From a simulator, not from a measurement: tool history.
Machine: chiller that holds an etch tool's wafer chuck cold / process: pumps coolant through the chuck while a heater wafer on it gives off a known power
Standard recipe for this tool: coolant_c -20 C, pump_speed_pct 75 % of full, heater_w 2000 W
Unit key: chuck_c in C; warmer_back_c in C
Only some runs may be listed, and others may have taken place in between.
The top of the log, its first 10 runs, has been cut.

{"run": 11, "day": 40.183, "coolant_c": -20, "pump_speed_pct": 75, "heater_w": 1175, "chuck_c": -10.1, "warmer_back_c": 4.47}
{"run": 12, "day": 45.079, "coolant_c": -20, "pump_speed_pct": 75, "heater_w": 1175, "chuck_c": -10.0, "warmer_back_c": 4.45}
{"run": 13, "day": 49.725, "coolant_c": -20, "pump_speed_pct": 69, "heater_w": 1175, "chuck_c": -9.4, "warmer_back_c": 4.91}
{"run": 14, "day": 54.154, "coolant_c": -20, "pump_speed_pct": 69, "heater_w": 1175, "chuck_c": -9.4, "warmer_back_c": 4.89}
{"run": 15, "day": 58.783, "coolant_c": -20, "pump_speed_pct": 69, "heater_w": 1175, "chuck_c": -9.2, "warmer_back_c": 4.95}
{"run": 16, "day": 63.55, "coolant_c": -16, "pump_speed_pct": 75, "heater_w": 2000, "chuck_c": 1.4, "warmer_back_c": 7.69}
{"run": 17, "day": 68.792, "coolant_c": -20, "pump_speed_pct": 75, "heater_w": 1646, "chuck_c": -5.7, "warmer_back_c": 6.37}
{"run": 18, "day": 73.096, "coolant_c": -27, "pump_speed_pct": 75, "heater_w": 1646, "chuck_c": -12.6, "warmer_back_c": 6.44}
{"run": 19, "day": 76.317, "coolant_c": -27, "pump_speed_pct": 75, "heater_w": 1646, "chuck_c": -12.5, "warmer_back_c": 6.46}
{"run": 20, "day": 81.146, "coolant_c": -11, "pump_speed_pct": 97, "heater_w": 2002, "chuck_c": 4.1, "warmer_back_c": 5.9}
{"run": 21, "day": 86.292, "coolant_c": -11, "pump_speed_pct": 97, "heater_w": 2002, "chuck_c": 4.1, "warmer_back_c": 5.98}
{"run": 22, "day": 91.892, "coolant_c": -11, "pump_speed_pct": 97, "heater_w": 2002, "chuck_c": 4.4, "warmer_back_c": 5.95}
{"run": 23, "day": 96.604, "coolant_c": -11, "pump_speed_pct": 97, "heater_w": 2002, "chuck_c": 4.3, "warmer_back_c": 6.03}
{"run": 24, "day": 98.958, "coolant_c": -19, "pump_speed_pct": 68, "heater_w": 1871, "chuck_c": -0.5, "warmer_back_c": 8.31}
{"run": 25, "day": 102.546, "coolant_c": -19, "pump_speed_pct": 68, "heater_w": 1871, "chuck_c": -0.8, "warmer_back_c": 8.39}
{"run": 26, "day": 106.746, "coolant_c": -29, "pump_speed_pct": 74, "heater_w": 1231, "chuck_c": -17.6, "warmer_back_c": 5.06}
{"run": 27, "day": 110.896, "coolant_c": -20, "pump_speed_pct": 82, "heater_w": 2042, "chuck_c": -2.1, "warmer_back_c": 7.55}
{"day": 114.346, "done": "coolant pump overhauled"}
{"run": 28, "day": 114.396, "coolant_c": -20, "pump_speed_pct": 82, "heater_w": 2042, "chuck_c": -5.1, "warmer_back_c": 5.53}
{"run": 29, "day": 120.025, "coolant_c": -20, "pump_speed_pct": 82, "heater_w": 2042, "chuck_c": -4.7, "warmer_back_c": 5.56}
{"run": 30, "day": 123.725, "coolant_c": -20, "pump_speed_pct": 82, "heater_w": 1118, "chuck_c": -11.9, "warmer_back_c": 3.07}
{"run": 31, "day": 126.329, "coolant_c": -20, "pump_speed_pct": 90, "heater_w": 1132, "chuck_c": -12.3, "warmer_back_c": 2.8}
{"run": 32, "day": 130.704, "coolant_c": -23, "pump_speed_pct": 75, "heater_w": 1087, "chuck_c": -14.5, "warmer_back_c": 3.33}
{"day": 131.783, "done": "coolant changed, channels flushed"}
{"run": 33, "day": 133.767, "coolant_c": -21, "pump_speed_pct": 75, "heater_w": 1120, "chuck_c": -13.6, "warmer_back_c": 3.4}

Here are 3 independent what-if runs from the current tool condition. What would each one return?
{"run": "A", "day": 136.196, "coolant_c": -20, "pump_speed_pct": 75, "heater_w": 1924, "chuck_c": "?", "warmer_back_c": "?"}
{"run": "B", "day": 136.196, "coolant_c": -12, "pump_speed_pct": 79, "heater_w": 1120, "chuck_c": "?", "warmer_back_c": "?"}
{"run": "C", "day": 136.196, "coolant_c": -21, "pump_speed_pct": 75, "heater_w": 1229, "chuck_c": "?", "warmer_back_c": "?"}

run=A chuck_c=-7.5 warmer_back_c=5.93
run=B chuck_c=-5.0 warmer_back_c=3.20
run=C chuck_c=-13.1 warmer_back_c=3.75
With no hidden state in the tool, these same runs would have given:
run=A chuck_c=-7.2 warmer_back_c=5.86
run=B chuck_c=-4.6 warmer_back_c=3.16
run=C chuck_c=-12.7 warmer_back_c=3.71
